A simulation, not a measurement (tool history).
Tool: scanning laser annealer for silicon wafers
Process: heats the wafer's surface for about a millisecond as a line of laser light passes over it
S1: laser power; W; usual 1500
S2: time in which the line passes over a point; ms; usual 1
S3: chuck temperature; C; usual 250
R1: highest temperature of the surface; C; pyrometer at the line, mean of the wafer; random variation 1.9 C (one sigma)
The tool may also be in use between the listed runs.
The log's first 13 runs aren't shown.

| run | hour | S1 | S2 | S3 | R1 |
|---|---|---|---|---|---|
| 14 | 231.7 | 1500 | 0.87 | 250 | 1008 |
| 15 | 248.7 | 1500 | 1 | 257 | 1072 |
|  | 255 | optics aligned, line set to its width |
| 16 | 280.8 | 1500 | 1 | 257 | 1076 |
| 17 | 296 | 1500 | 1 | 250 | 1066 |
| 18 | 314.5 | 1500 | 1 | 250 | 1067 |
| 19 | 340.6 | 1295 | 1 | 269 | 978 |
| 20 | 366 | 1577 | 0.76 | 250 | 988 |
| 21 | 394.4 | 1568 | 1.14 | 250 | 1158 |
| 22 | 415.4 | 1612 | 0.87 | 231 | 1038 |
|  | 429.2 | optics aligned, line set to its width, once more |
| 23 | 436.8 | 1380 | 0.8 | 220 | 891 |
| 24 | 450.1 | 1507 | 1 | 281 | 1100 |
| 25 | 466 | 1500 | 0.71 | 241 | 924 |
| 26 | 495.2 | 1500 | 1.17 | 231 | 1109 |
| 27 | 523.7 | 1370 | 1.17 | 231 | 1038 |
| 28 | 549.8 | 1370 | 1.17 | 231 | 1037 |
| 29 | 569.6 | 1370 | 1.17 | 231 | 1033 |
| 30 | 589.1 | 1377 | 0.81 | 231 | 903 |
| 31 | 606.2 | 1377 | 0.81 | 231 | 901 |
| 32 | 634 | 1377 | 0.81 | 231 | 902 |
| 33 | 659.4 | 1377 | 0.81 | 231 | 897 |
| 34 | 680.5 | 1462 | 1.19 | 211 | 1073 |

Forecast each of these 5 alternatives for the next run:
| A | 699.2 | 1462 | 1.19 | 245 | ? |
| B | 699.2 | 1518 | 1.19 | 211 | ? |
| C | 699.2 | 1372 | 1.19 | 243 | ? |
| D | 699.2 | 1373 | 0.87 | 278 | ? |
| E | 699.2 | 1333 | 1 | 250 | ? |

| run | R1 |
|---|---|
| A | 1105 |
| B | 1103 |
| C | 1055 |
| D | 968 |
| E | 967 |
Without the tool's hidden state the same runs would have given:
| run | R1 |
|---|---|
| A | 1139 |
| B | 1138 |
| C | 1086 |
| D | 995 |
| E | 995 |
